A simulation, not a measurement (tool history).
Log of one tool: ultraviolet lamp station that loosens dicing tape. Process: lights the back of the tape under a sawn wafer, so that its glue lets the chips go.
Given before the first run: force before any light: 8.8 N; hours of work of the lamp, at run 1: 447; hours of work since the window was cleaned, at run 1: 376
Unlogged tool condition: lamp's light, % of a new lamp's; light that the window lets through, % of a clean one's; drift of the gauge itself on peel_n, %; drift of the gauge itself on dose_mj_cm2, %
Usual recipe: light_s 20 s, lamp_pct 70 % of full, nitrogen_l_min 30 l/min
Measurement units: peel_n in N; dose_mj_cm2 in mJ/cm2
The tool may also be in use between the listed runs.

| run | hour | light_s | lamp_pct | nitrogen_l_min | hours of work of the lamp | hours of work since the window was cleaned | peel_n | dose_mj_cm2 |
|---|---|---|---|---|---|---|---|---|
| 1 | 0.0 | 20 | 70 | 30 | 447 | 376 | 0.516 | 269 |
| 2 | 28.5 | 20 | 70 | 30 | 465 | 394 | 0.524 | 273 |
| 3 | 72.1 | 27 | 70 | 30 | 492 | 421 | 0.312 | 357 |
| 4 | 135.8 | 20 | 70 | 30 | 533 | 461 | 0.571 | 260 |
| 5 | 174.2 | 20 | 70 | 30 | 557 | 486 | 0.574 | 257 |
| 6 | 239.6 | 20 | 70 | 30 | 598 | 527 | 0.615 | 251 |
| 7 | 267.6 | 20 | 70 | 30 | 615 | 544 | 0.629 | 248 |
|  | 275.8 | window cleaned of glue's vapour |
| 8 | 313.5 | 20 | 70 | 30 | 644 | 24 | 0.467 | 292 |
| 9 | 360.1 | 20 | 70 | 30 | 673 | 53 | 0.478 | 286 |
| 10 | 407.4 | 20 | 70 | 30 | 703 | 83 | 0.504 | 278 |
| 11 | 453.3 | 20 | 70 | 30 | 732 | 112 | 0.488 | 275 |
| 12 | 510.6 | 20 | 79 | 30 | 768 | 148 | 0.410 | 302 |
| 13 | 543.3 | 20 | 61 | 30 | 788 | 168 | 0.701 | 238 |
| 14 | 602.6 | 37 | 78 | 57 | 826 | 205 | 0.202 | 538 |
| 15 | 643.5 | 27 | 61 | 57 | 851 | 231 | 0.277 | 304 |
| 16 | 683.6 | 27 | 61 | 57 | 877 | 256 | 0.287 | 298 |
| 17 | 714.8 | 27 | 61 | 57 | 896 | 276 | 0.298 | 293 |
| 18 | 758.6 | 12 | 65 | 28 | 924 | 304 | 1.939 | 138 |
| 19 | 822.0 | 19 | 89 | 28 | 964 | 343 | 0.464 | 293 |
| 20 | 884.7 | 14 | 86 | 35 | 1003 | 383 | 0.818 | 207 |
| 21 | 916.1 | 14 | 72 | 35 | 1023 | 403 | 1.169 | 169 |

Forecast each of these 3 alternatives for the next run:
| A | 947.5 | 38 | 66 | 30 | 1042 | 422 | ? | ? |
| B | 947.5 | 25 | 73 | 32 | 1042 | 422 | ? | ? |
| C | 947.5 | 20 | 70 | 9 | 1042 | 422 | ? | ? |

| run | peel_n | dose_mj_cm2 |
|---|---|---|
| A | 0.251 | 412 |
| B | 0.420 | 296 |
| C | 1.855 | 228 |
With no hidden state in the tool, these same runs would have given:
| run | peel_n | dose_mj_cm2 |
|---|---|---|
| A | 0.203 | 595 |
| B | 0.254 | 430 |
| C | 0.991 | 330 |

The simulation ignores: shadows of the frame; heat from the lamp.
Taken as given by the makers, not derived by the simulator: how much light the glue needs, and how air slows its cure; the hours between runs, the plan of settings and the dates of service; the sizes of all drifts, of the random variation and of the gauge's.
